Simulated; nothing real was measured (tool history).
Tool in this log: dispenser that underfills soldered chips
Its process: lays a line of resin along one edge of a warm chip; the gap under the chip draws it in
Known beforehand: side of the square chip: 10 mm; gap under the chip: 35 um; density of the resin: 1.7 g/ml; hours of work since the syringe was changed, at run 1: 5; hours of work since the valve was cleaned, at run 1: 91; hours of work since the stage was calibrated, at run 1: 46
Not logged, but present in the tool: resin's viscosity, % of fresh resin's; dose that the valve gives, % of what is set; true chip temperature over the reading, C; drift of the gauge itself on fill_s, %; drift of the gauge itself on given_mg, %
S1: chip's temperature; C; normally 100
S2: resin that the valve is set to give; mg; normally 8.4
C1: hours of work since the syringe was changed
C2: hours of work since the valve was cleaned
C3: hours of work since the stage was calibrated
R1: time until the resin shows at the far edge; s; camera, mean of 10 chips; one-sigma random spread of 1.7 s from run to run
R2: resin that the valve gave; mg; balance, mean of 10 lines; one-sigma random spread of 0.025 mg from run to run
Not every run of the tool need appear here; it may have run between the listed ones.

run 1 hour=0 | S1=100 S2=8.4 | C1=5 C2=91 C3=46 | R1=196.4 R2=7.92
run 2 hour=4.3 | S1=100 S2=8.4 | C1=8 C2=94 C3=49 | R1=220.9 R2=7.86
-- hour=6.2 new syringe of resin
run 3 hour=8.5 | S1=100 S2=8.4 | C1=2 C2=97 C3=52 | R1=177 R2=7.89
run 4 hour=15.8 | S1=100 S2=8.4 | C1=7 C2=102 C3=57 | R1=212.5 R2=7.85
-- hour=18.7 new syringe of resin
-- hour=23.2 dispensing valve cleaned and set on the balance
run 5 hour=23.2 | S1=100 S2=8.4 | C1=3 C2=0 C3=62 | R1=183.8 R2=8.39
run 6 hour=27.1 | S1=110 S2=8.4 | C1=5 C2=3 C3=65 | R1=145.9 R2=8.39
run 7 hour=30.8 | S1=110 S2=8.4 | C1=8 C2=6 C3=68 | R1=158.5 R2=8.36
-- hour=32.3 new syringe of resin
run 8 hour=37.7 | S1=110 S2=8.4 | C1=4 C2=11 C3=73 | R1=136.7 R2=8.27
run 9 hour=43.4 | S1=114 S2=7.1 | C1=8 C2=15 C3=77 | R1=146.9 R2=6.99
-- hour=44.8 new syringe of resin
run 10 hour=50.8 | S1=114 S2=7.1 | C1=4 C2=20 C3=82 | R1=130.8 R2=7
-- hour=57.7 new syringe of resin
run 11 hour=58.7 | S1=114 S2=7.1 | C1=1 C2=26 C3=88 | R1=117.3 R2=6.95
run 12 hour=63.8 | S1=92 S2=7.14 | C1=4 C2=29 C3=91 | R1=268.3 R2=7
run 13 hour=67.7 | S1=87 S2=9.27 | C1=7 C2=32 C3=94 | R1=329.7 R2=9.09
-- hour=70.5 new syringe of resin
run 14 hour=74.6 | S1=87 S2=9.45 | C1=3 C2=37 C3=99 | R1=288.4 R2=9.2
run 15 hour=81.4 | S1=86 S2=9.45 | C1=8 C2=42 C3=104 | R1=345.2 R2=9.15

4 ways to go on from here, each from the tool as it stands after run 15. What would each give?
-- hour=83.5 new syringe of resin
run A hour=88.3 | S1=91 S2=9.45 | C1=4 C2=47 C3=109 | R1=? R2=?
-- hour=83.5 new syringe of resin
run B hour=88.3 | S1=98 S2=8.4 | C1=4 C2=47 C3=109 | R1=? R2=?
-- hour=83.5 new syringe of resin
run C hour=88.3 | S1=106 S2=8.41 | C1=4 C2=47 C3=109 | R1=? R2=?
-- hour=83.5 new syringe of resin
run D hour=88.3 | S1=89 S2=9.16 | C1=4 C2=47 C3=109 | R1=? R2=?

run=A R1=252 R2=9.12
run=B R1=202.9 R2=8.14
run=C R1=155.8 R2=8.13
run=D R1=270.9 R2=8.9
With the hidden condition removed and each run's random variation left untouched, the same runs would have given:
run=A R1=220.7 R2=9.41
run=B R1=177.3 R2=8.4
run=C R1=136 R2=8.39
run=D R1=237 R2=9.19

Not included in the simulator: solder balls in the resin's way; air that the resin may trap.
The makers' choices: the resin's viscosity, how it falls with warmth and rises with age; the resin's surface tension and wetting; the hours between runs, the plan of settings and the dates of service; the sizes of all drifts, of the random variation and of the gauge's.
